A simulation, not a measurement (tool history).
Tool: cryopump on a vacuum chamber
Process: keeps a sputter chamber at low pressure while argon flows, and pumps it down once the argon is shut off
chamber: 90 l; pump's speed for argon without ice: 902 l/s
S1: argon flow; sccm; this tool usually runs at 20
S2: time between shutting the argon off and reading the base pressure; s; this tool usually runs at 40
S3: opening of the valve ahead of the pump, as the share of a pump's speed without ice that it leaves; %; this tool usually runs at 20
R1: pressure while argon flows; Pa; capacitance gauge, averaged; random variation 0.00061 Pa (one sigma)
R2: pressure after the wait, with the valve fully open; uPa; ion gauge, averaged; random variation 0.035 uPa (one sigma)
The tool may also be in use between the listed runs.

Run 1, hour 0: usual settings. Result: R1 0.1899 Pa, R2 2.42 uPa.
Run 2, hour 75.8: usual settings. Result: R1 0.193 Pa, R2 2.41 uPa.
Run 3, hour 169.6: usual settings. Result: R1 0.1927 Pa, R2 2.54 uPa.
Run 4, hour 265.2: usual settings. Result: R1 0.1956 Pa, R2 2.63 uPa.
At hour 295: pump warmed up, emptied and cooled again.
Run 5, hour 341.2: usual settings but S1 30 sccm. Result: R1 0.2819 Pa, R2 2.42 uPa.
Run 6, hour 415: usual settings but S1 9 sccm. Result: R1 0.085 Pa, R2 2.44 uPa.
Run 7, hour 512.8: usual settings but S1 9 sccm. Result: R1 0.0857 Pa, R2 2.58 uPa.
Run 8, hour 590.9: usual settings but S1 9 sccm. Result: R1 0.086 Pa, R2 2.53 uPa.
Run 9, hour 653.3: usual settings but S1 9 sccm. Result: R1 0.086 Pa, R2 2.67 uPa.
Run 10, hour 715.9: usual settings but S1 9 sccm. Result: R1 0.0863 Pa, R2 2.7 uPa.
Run 11, hour 774.7: usual settings. Result: R1 0.193 Pa, R2 2.65 uPa.
Run 12, hour 847.7: usual settings. Result: R1 0.1944 Pa, R2 2.82 uPa.
At hour 873.3: pump warmed up, emptied and cooled again.
Run 13, hour 916.8: usual settings but S2 54 s. Result: R1 0.1889 Pa, R2 2.21 uPa.
Run 14, hour 984: usual settings but S2 54 s. Result: R1 0.1893 Pa, R2 2.27 uPa.
Run 15, hour 1063: usual settings but S2 54 s. Result: R1 0.191 Pa, R2 2.42 uPa.
Run 16, hour 1125.1: usual settings but S2 54 s. Result: R1 0.1887 Pa, R2 2.31 uPa.
Run 17, hour 1225.6: usual settings but S2 54 s. Result: R1 0.1927 Pa, R2 2.44 uPa.
Run 18, hour 1290.5: usual settings but S2 54 s. Result: R1 0.1927 Pa, R2 2.45 uPa.
Run 19, hour 1378.3: usual settings but S2 37 s, S3 49 %. Result: R1 0.0838 Pa, R2 3.1 uPa.
Run 20, hour 1434: usual settings but S1 37 sccm. Result: R1 0.3617 Pa, R2 2.9 uPa.
At hour 1448.1: pump warmed up, emptied and cooled again.
Run 21, hour 1553.6: usual settings but S1 8 sccm, S2 23 s. Result: R1 0.0754 Pa, R2 4.06 uPa.
Run 22, hour 1606.4: usual settings but S1 8 sccm, S2 23 s. Result: R1 0.0762 Pa, R2 4.12 uPa.
Run 23, hour 1680.3: usual settings but S2 82 s, S3 16 %. Result: R1 0.2369 Pa, R2 2.2 uPa.
Run 24, hour 1732.5: usual settings but S1 29 sccm, S2 82 s, S3 22 %. Result: R1 0.2536 Pa, R2 2.15 uPa.
Run 25, hour 1782: usual settings but S1 29 sccm, S2 82 s, S3 22 %. Result: R1 0.2529 Pa, R2 2.19 uPa.
Run 26, hour 1860.7: usual settings but S1 29 sccm, S2 82 s, S3 22 %. Result: R1 0.2557 Pa, R2 2.31 uPa.
Run 27, hour 1924.1: usual settings but S2 149 s, S3 39 %. Result: R1 0.1026 Pa, R2 2.05 uPa.
Run 28, hour 1994.6: usual settings but S2 76 s. Result: R1 0.1953 Pa, R2 2.46 uPa.
At hour 2028.5: pump warmed up, emptied and cooled again.
Run 29, hour 2051.9: usual settings but S1 14 sccm, S2 26 s, S3 38 %. Result: R1 0.0694 Pa, R2 3.87 uPa.
Run 30, hour 2110.7: usual settings but S3 43 %. Result: R1 0.0883 Pa, R2 3.03 uPa.
Run 31, hour 2195.9: usual settings but S3 16 %. Result: R1 0.2355 Pa, R2 3.08 uPa.
Run 32, hour 2249.8: usual settings but S3 16 %. Result: R1 0.2372 Pa, R2 3.22 uPa.
Run 33, hour 2335.6: usual settings but S3 16 %. Result: R1 0.2387 Pa, R2 3.26 uPa.
Run 34, hour 2387.5: usual settings but S3 16 %. Result: R1 0.2384 Pa, R2 3.28 uPa.

Some steps in R1, run to run, broken into two amounts with sign: the step expected even without the hidden condition (settings, incoming material, random variation), and the rest, left for the hidden condition together with whatever gauge scatter is not in both the measured and the hidden-condition-free result:
Hidden conditions of the tool in this case: pump's speed, % of a pump's without ice; cold plate's temperature, K; leak into the chamber, uPa l/s; drift of the gauge itself on working_pa, %; drift of the gauge itself on base_upa, %.
Run 5 -> 6: S1 30 -> 9. R1 -0.1969 Pa: hidden state -0.0004, all else -0.1965.
Run 19 -> 20: S1 20 -> 37, S2 37 -> 40, S3 49 -> 20. R1 +0.2779 Pa: hidden state +0.007, all else +0.2709.
Run 20 -> 21: S1 37 -> 8, S2 40 -> 23, pump warmed up, emptied and cooled again. R1 -0.2863 Pa: hidden state -0.0129, all else -0.2734.
Run 28 -> 29: S1 20 -> 14, S2 76 -> 26, S3 20 -> 38, pump warmed up, emptied and cooled again. R1 -0.1259 Pa: hidden state -0.0073, all else -0.1186.

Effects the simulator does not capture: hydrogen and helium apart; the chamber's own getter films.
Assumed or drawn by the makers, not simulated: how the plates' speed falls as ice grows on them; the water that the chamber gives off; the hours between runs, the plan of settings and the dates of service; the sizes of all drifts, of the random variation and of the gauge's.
